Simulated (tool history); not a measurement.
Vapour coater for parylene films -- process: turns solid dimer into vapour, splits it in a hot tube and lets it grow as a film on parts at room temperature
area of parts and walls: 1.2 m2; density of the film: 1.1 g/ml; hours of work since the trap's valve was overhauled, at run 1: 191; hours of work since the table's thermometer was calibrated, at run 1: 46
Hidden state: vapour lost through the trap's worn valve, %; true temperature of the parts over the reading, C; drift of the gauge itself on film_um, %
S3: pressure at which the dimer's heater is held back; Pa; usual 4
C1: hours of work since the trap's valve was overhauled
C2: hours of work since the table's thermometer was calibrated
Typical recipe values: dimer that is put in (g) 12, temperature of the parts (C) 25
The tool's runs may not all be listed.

Run 1, hour 0: usual settings; C1 191; C2 46. Result: thickness of the film (nm) 4750.
Run 2, hour 13.1: usual settings; C1 200; C2 56. Result: thickness of the film (nm) 4750.
Run 3, hour 34.5: usual settings; C1 216; C2 72. Result: thickness of the film (nm) 4760.
Run 4, hour 50.3: usual settings; C1 228; C2 83. Result: thickness of the film (nm) 4740.
Run 5, hour 70.7: usual settings; C1 243; C2 98. Result: thickness of the film (nm) 4560.
Run 6, hour 88.7: usual settings but temperature of the parts (C) 23; C1 256; C2 112. Result: thickness of the film (nm) 4970.
Run 7, hour 100.2: usual settings; C1 264; C2 120. Result: thickness of the film (nm) 4590.
At hour 112.6: trap's valve overhauled.
Run 8, hour 116.4: usual settings; C1 3; C2 129. Result: thickness of the film (nm) 5390.
Run 9, hour 132.8: usual settings but dimer that is put in (g) 5; C1 15; C2 141. Result: thickness of the film (nm) 2220.
Run 10, hour 149.1: usual settings but dimer that is put in (g) 5; C1 27; C2 153. Result: thickness of the film (nm) 2190.
Run 11, hour 162.7: usual settings but dimer that is put in (g) 5; C1 37; C2 163. Result: thickness of the film (nm) 2190.
Run 12, hour 180.7: usual settings but dimer that is put in (g) 5; C1 50; C2 176. Result: thickness of the film (nm) 2160.
Run 13, hour 191.5: usual settings but dimer that is put in (g) 5; C1 58; C2 184. Result: thickness of the film (nm) 2180.
Run 14, hour 209.6: usual settings; C1 71; C2 197. Result: thickness of the film (nm) 5260.
Run 15, hour 220.6: usual settings; C1 79; C2 205. Result: thickness of the film (nm) 5170.
Run 16, hour 236.7: usual settings but S3 10.23 Pa; C1 91; C2 217. Result: thickness of the film (nm) 4430.
Run 17, hour 257.5: usual settings but dimer that is put in (g) 18, S3 10.23 Pa; C1 106; C2 233. Result: thickness of the film (nm) 6630.
Run 18, hour 270.8: usual settings but dimer that is put in (g) 18, S3 10.23 Pa; C1 116; C2 242. Result: thickness of the film (nm) 6640.
Run 19, hour 285.9: usual settings but temperature of the parts (C) 23, S3 8.64 Pa; C1 127; C2 253. Result: thickness of the film (nm) 4770.
Run 20, hour 301: usual settings but dimer that is put in (g) 7, temperature of the parts (C) 23, S3 4.41 Pa; C1 138; C2 265. Result: thickness of the film (nm) 3030.
Run 21, hour 311.7: usual settings but dimer that is put in (g) 19, temperature of the parts (C) 30, S3 8.25 Pa; C1 146; C2 272. Result: thickness of the film (nm) 6160.
Run 22, hour 331.8: usual settings but dimer that is put in (g) 19, temperature of the parts (C) 30, S3 8.25 Pa; C1 161; C2 287. Result: thickness of the film (nm) 6160.
Run 23, hour 349.9: usual settings but dimer that is put in (g) 19, temperature of the parts (C) 24, S3 7.99 Pa; C1 174; C2 300. Result: thickness of the film (nm) 7130.
Run 24, hour 366.3: usual settings but dimer that is put in (g) 19, temperature of the parts (C) 18, S3 7.99 Pa; C1 186; C2 313. Result: thickness of the film (nm) 8480.
Run 25, hour 381.3: usual settings but temperature of the parts (C) 32, S3 7.07 Pa; C1 197; C2 324. Result: thickness of the film (nm) 3600.
Run 26, hour 405.4: usual settings but dimer that is put in (g) 7, temperature of the parts (C) 18, S3 2.06 Pa; C1 215; C2 341. Result: thickness of the film (nm) 3760.
Run 27, hour 418.6: usual settings but dimer that is put in (g) 6, temperature of the parts (C) 19, S3 9.24 Pa; C1 225; C2 351. Result: thickness of the film (nm) 2520.
Run 28, hour 436: usual settings but dimer that is put in (g) 8, temperature of the parts (C) 21; C1 238; C2 364. Result: thickness of the film (nm) 3530.
Run 29, hour 449.8: usual settings but dimer that is put in (g) 8, temperature of the parts (C) 21; C1 248; C2 374. Result: thickness of the film (nm) 3530.
Run 30, hour 466.5: usual settings but dimer that is put in (g) 20, temperature of the parts (C) 21, S3 3.12 Pa; C1 260; C2 386. Result: thickness of the film (nm) 9070.
At hour 485: trap's valve overhauled.
Run 31, hour 494.4: usual settings but dimer that is put in (g) 7, S3 9.39 Pa; C1 7; C2 404. Result: thickness of the film (nm) 2780.
Run 32, hour 508.3: usual settings but dimer that is put in (g) 19, temperature of the parts (C) 31, S3 8.78 Pa; C1 17; C2 414. Result: thickness of the film (nm) 6350.
Run 33, hour 526.2: usual settings but S3 5.51 Pa; C1 30; C2 427. Result: thickness of the film (nm) 5000.
Run 34, hour 544: usual settings but dimer that is put in (g) 17, temperature of the parts (C) 32, S3 2.66 Pa; C1 43; C2 440. Result: thickness of the film (nm) 6550.
Run 35, hour 562.7: usual settings but dimer that is put in (g) 6; C1 57; C2 454. Result: thickness of the film (nm) 2630.
Run 36, hour 577.2: usual settings but dimer that is put in (g) 5, temperature of the parts (C) 20; C1 68; C2 464. Result: thickness of the film (nm) 2480.

Some steps in thickness of the film (nm), run to run, broken into two amounts with sign: the step expected even without the hidden condition (settings, incoming material, random variation), and the rest, left for the hidden condition together with whatever gauge scatter is not in both the measured and the hidden-condition-free result:
Run 7 -> 8: trap's valve overhauled. thickness of the film (nm) +800: hidden state +780, all else +20.
Run 24 -> 25: dimer that is put in (g) 19 -> 12, temperature of the parts (C) 18 -> 32, S3 7.99 -> 7.07. thickness of the film (nm) -4880: hidden state +490, all else -5370.
Run 29 -> 30: dimer that is put in (g) 8 -> 20, S3 4 -> 3.12. thickness of the film (nm) +5540: hidden state -900, all else +6440.
Run 30 -> 31: dimer that is put in (g) 20 -> 7, temperature of the parts (C) 21 -> 25, S3 3.12 -> 9.39, trap's valve overhauled. thickness of the film (nm) -6290: hidden state +1440, all else -7730.
